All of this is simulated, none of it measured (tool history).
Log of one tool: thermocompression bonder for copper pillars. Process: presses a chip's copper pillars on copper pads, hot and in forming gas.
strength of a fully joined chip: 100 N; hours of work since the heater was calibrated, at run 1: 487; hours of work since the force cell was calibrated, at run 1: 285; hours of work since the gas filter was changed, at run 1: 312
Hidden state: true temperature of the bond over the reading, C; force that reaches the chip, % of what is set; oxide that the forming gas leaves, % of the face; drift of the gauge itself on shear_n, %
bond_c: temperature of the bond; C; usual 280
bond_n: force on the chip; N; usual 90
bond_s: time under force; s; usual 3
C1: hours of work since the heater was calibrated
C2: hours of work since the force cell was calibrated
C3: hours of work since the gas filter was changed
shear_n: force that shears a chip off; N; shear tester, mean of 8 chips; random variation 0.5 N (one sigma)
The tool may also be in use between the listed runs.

{"run": 1, "hour": 0.0, "bond_c": 280, "bond_n": 90, "bond_s": 3, "C1": 487, "C2": 285, "C3": 312, "shear_n": 52.5}
{"run": 2, "hour": 16.0, "bond_c": 280, "bond_n": 90, "bond_s": 3, "C1": 495, "C2": 292, "C3": 320, "shear_n": 51.7}
{"run": 3, "hour": 26.0, "bond_c": 280, "bond_n": 90, "bond_s": 3, "C1": 499, "C2": 297, "C3": 325, "shear_n": 52.3}
{"run": 4, "hour": 44.7, "bond_c": 280, "bond_n": 90, "bond_s": 3, "C1": 508, "C2": 306, "C3": 333, "shear_n": 52.4}
{"run": 5, "hour": 59.3, "bond_c": 280, "bond_n": 90, "bond_s": 3, "C1": 515, "C2": 313, "C3": 340, "shear_n": 51.6}
{"run": 6, "hour": 69.5, "bond_c": 252, "bond_n": 90, "bond_s": 3, "C1": 520, "C2": 318, "C3": 345, "shear_n": 39.5}
{"run": 7, "hour": 81.8, "bond_c": 272, "bond_n": 90, "bond_s": 3, "C1": 526, "C2": 323, "C3": 351, "shear_n": 47.9}
{"run": 8, "hour": 91.9, "bond_c": 259, "bond_n": 90, "bond_s": 3, "C1": 530, "C2": 328, "C3": 356, "shear_n": 41.4}
{"run": 9, "hour": 113.1, "bond_c": 280, "bond_n": 91, "bond_s": 3, "C1": 540, "C2": 338, "C3": 366, "shear_n": 52.1}
{"run": 10, "hour": 133.9, "bond_c": 280, "bond_n": 91, "bond_s": 3, "C1": 550, "C2": 348, "C3": 375, "shear_n": 52.8}
{"hour": 135.6, "done": "forming gas filter changed"}
{"run": 11, "hour": 156.9, "bond_c": 280, "bond_n": 91, "bond_s": 3, "C1": 561, "C2": 359, "C3": 10, "shear_n": 53.3}
{"run": 12, "hour": 180.3, "bond_c": 280, "bond_n": 91, "bond_s": 3, "C1": 572, "C2": 370, "C3": 21, "shear_n": 52.9}
{"run": 13, "hour": 200.2, "bond_c": 280, "bond_n": 91, "bond_s": 3, "C1": 581, "C2": 379, "C3": 30, "shear_n": 53.9}
{"run": 14, "hour": 215.9, "bond_c": 280, "bond_n": 91, "bond_s": 3, "C1": 588, "C2": 386, "C3": 38, "shear_n": 53.2}
{"run": 15, "hour": 237.0, "bond_c": 307, "bond_n": 111, "bond_s": 8, "C1": 598, "C2": 396, "C3": 48, "shear_n": 88.2}
{"run": 16, "hour": 249.4, "bond_c": 305, "bond_n": 90, "bond_s": 8, "C1": 604, "C2": 402, "C3": 54, "shear_n": 82.3}
{"hour": 252.5, "done": "heater calibrated with a thermocouple chip"}
{"run": 17, "hour": 264.0, "bond_c": 286, "bond_n": 85, "bond_s": 3, "C1": 5, "C2": 408, "C3": 59, "shear_n": 56.6}
{"run": 18, "hour": 275.1, "bond_c": 306, "bond_n": 59, "bond_s": 2, "C1": 11, "C2": 413, "C3": 65, "shear_n": 45.1}
{"run": 19, "hour": 295.9, "bond_c": 270, "bond_n": 59, "bond_s": 4, "C1": 20, "C2": 423, "C3": 74, "shear_n": 41.4}
{"run": 20, "hour": 318.1, "bond_c": 292, "bond_n": 115, "bond_s": 3, "C1": 31, "C2": 433, "C3": 85, "shear_n": 69.4}
{"run": 21, "hour": 328.7, "bond_c": 280, "bond_n": 95, "bond_s": 3, "C1": 36, "C2": 438, "C3": 90, "shear_n": 56.6}
{"hour": 343.0, "done": "heater calibrated with a thermocouple chip, once more"}
{"run": 22, "hour": 349.8, "bond_c": 280, "bond_n": 95, "bond_s": 3, "C1": 3, "C2": 447, "C3": 99, "shear_n": 53.6}
{"run": 23, "hour": 361.1, "bond_c": 280, "bond_n": 95, "bond_s": 3, "C1": 9, "C2": 453, "C3": 104, "shear_n": 53.7}
{"run": 24, "hour": 373.7, "bond_c": 280, "bond_n": 95, "bond_s": 3, "C1": 14, "C2": 459, "C3": 110, "shear_n": 53.3}
{"run": 25, "hour": 386.4, "bond_c": 280, "bond_n": 95, "bond_s": 3, "C1": 20, "C2": 465, "C3": 116, "shear_n": 53.9}
{"run": 26, "hour": 404.6, "bond_c": 280, "bond_n": 89, "bond_s": 8, "C1": 29, "C2": 473, "C3": 125, "shear_n": 69.8}
{"run": 27, "hour": 420.5, "bond_c": 280, "bond_n": 89, "bond_s": 8, "C1": 36, "C2": 481, "C3": 132, "shear_n": 69.6}

How the hidden state differs across the entries between the runs, from the last listed run before each to the first after it:
Between runs 10 and 11: forming gas filter changed (hour 135.6)
  true temperature of the bond over the reading, C: 3.2 -> 3.3; oxide that the forming gas leaves, % of the face: 2.58 -> 0.66
  measured less the result without the state, shear_n: +1.0 -> +2.1 N
Between runs 16 and 17: heater calibrated with a thermocouple chip (hour 252.5)
  true temperature of the bond over the reading, C: 3.5 -> 5.6; oxide that the forming gas leaves, % of the face: 0.89 -> 0.93
  measured less the result without the state, shear_n: +1.5 -> +3.2 N
Between runs 21 and 22: heater calibrated with a thermocouple chip, once more (hour 343.0)
  true temperature of the bond over the reading, C: 5.7 -> 0.5; oxide that the forming gas leaves, % of the face: 1.09 -> 1.14
  measured less the result without the state, shear_n: +3.2 -> +0.5 N
